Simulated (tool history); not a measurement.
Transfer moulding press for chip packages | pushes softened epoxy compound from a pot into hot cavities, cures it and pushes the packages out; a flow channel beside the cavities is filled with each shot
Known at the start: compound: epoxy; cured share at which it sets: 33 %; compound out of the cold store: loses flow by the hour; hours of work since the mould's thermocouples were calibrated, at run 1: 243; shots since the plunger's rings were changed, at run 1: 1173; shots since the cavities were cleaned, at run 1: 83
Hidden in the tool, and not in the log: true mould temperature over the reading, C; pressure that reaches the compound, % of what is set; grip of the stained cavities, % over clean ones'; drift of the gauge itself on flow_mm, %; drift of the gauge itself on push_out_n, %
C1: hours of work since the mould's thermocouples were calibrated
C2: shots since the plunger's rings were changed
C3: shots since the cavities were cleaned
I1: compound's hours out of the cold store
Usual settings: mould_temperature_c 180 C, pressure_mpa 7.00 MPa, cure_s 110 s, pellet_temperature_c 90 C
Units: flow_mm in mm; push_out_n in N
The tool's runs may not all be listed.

run 1 hour=0.0 | mould_temperature_c=180 pressure_mpa=7.00 cure_s=110 pellet_temperature_c=90 | C1=243 C2=1173 C3=83 | I1=38.9 | flow_mm=562 push_out_n=250
run 2 hour=13.0 | mould_temperature_c=180 pressure_mpa=7.00 cure_s=110 pellet_temperature_c=90 | C1=253 C2=1334 C3=244 | I1=13.9 | flow_mm=623 push_out_n=347
run 3 hour=38.0 | mould_temperature_c=181 pressure_mpa=7.00 cure_s=110 pellet_temperature_c=90 | C1=272 C2=1642 C3=552 | I1=11.7 | flow_mm=621 push_out_n=377
run 4 hour=50.3 | mould_temperature_c=180 pressure_mpa=7.00 cure_s=110 pellet_temperature_c=85 | C1=281 C2=1794 C3=704 | I1=36.7 | flow_mm=567 push_out_n=398
-- hour=65.6 cavities cleaned with cleaning compound and waxed
run 5 hour=77.6 | mould_temperature_c=180 pressure_mpa=7.00 cure_s=110 pellet_temperature_c=90 | C1=300 C2=2112 C3=148 | I1=38.5 | flow_mm=567 push_out_n=530
run 6 hour=98.4 | mould_temperature_c=180 pressure_mpa=7.00 cure_s=119 pellet_temperature_c=90 | C1=316 C2=2370 C3=406 | I1=22.9 | flow_mm=598 push_out_n=483
run 7 hour=115.2 | mould_temperature_c=180 pressure_mpa=7.00 cure_s=119 pellet_temperature_c=94 | C1=328 C2=2577 C3=613 | I1=36.0 | flow_mm=563 push_out_n=457
-- hour=129.2 cavities cleaned with cleaning compound and waxed, once more
run 8 hour=139.0 | mould_temperature_c=180 pressure_mpa=7.00 cure_s=110 pellet_temperature_c=90 | C1=345 C2=2852 C3=121 | I1=43.0 | flow_mm=546 push_out_n=271
run 9 hour=162.7 | mould_temperature_c=180 pressure_mpa=7.00 cure_s=110 pellet_temperature_c=90 | C1=363 C2=3145 C3=414 | I1=31.3 | flow_mm=568 push_out_n=392
run 10 hour=187.9 | mould_temperature_c=180 pressure_mpa=7.00 cure_s=110 pellet_temperature_c=90 | C1=382 C2=3457 C3=726 | I1=34.3 | flow_mm=560 push_out_n=431
-- hour=202.9 cavities cleaned with cleaning compound and waxed
run 11 hour=208.1 | mould_temperature_c=180 pressure_mpa=6.90 cure_s=94 pellet_temperature_c=90 | C1=396 C2=3688 C3=65 | I1=25.3 | flow_mm=580 push_out_n=313
run 12 hour=232.7 | mould_temperature_c=180 pressure_mpa=7.21 cure_s=110 pellet_temperature_c=90 | C1=414 C2=3992 C3=369 | I1=24.7 | flow_mm=590 push_out_n=376
run 13 hour=258.4 | mould_temperature_c=180 pressure_mpa=7.21 cure_s=110 pellet_temperature_c=90 | C1=434 C2=4309 C3=686 | I1=27.7 | flow_mm=579 push_out_n=436
-- hour=275.3 cavities cleaned with cleaning compound and waxed
run 14 hour=276.1 | mould_temperature_c=187 pressure_mpa=7.00 cure_s=110 pellet_temperature_c=90 | C1=446 C2=4509 C3=10 | I1=26.1 | flow_mm=556 push_out_n=196
run 15 hour=287.0 | mould_temperature_c=187 pressure_mpa=5.75 cure_s=110 pellet_temperature_c=90 | C1=454 C2=4644 C3=145 | I1=25.7 | flow_mm=504 push_out_n=249
run 16 hour=306.4 | mould_temperature_c=187 pressure_mpa=6.29 cure_s=149 pellet_temperature_c=90 | C1=469 C2=4883 C3=384 | I1=11.3 | flow_mm=558 push_out_n=324
run 17 hour=330.0 | mould_temperature_c=180 pressure_mpa=6.66 cure_s=110 pellet_temperature_c=90 | C1=486 C2=5175 C3=676 | I1=42.7 | flow_mm=523 push_out_n=408

Hidden state or all else? Some run-to-run changes of flow_mm, split into what the settings, what came in and random variation would give without the hidden state, and what is left for the hidden state (with any gauge scatter that isn't in both results):
Run 1 -> 2: no setting changed, nothing entered. flow_mm +61 mm: hidden state -1, all else +62.
Run 15 -> 16: pressure_mpa 5.75 -> 6.29, cure_s 110 -> 149. flow_mm +54 mm: hidden state -4, all else +58.
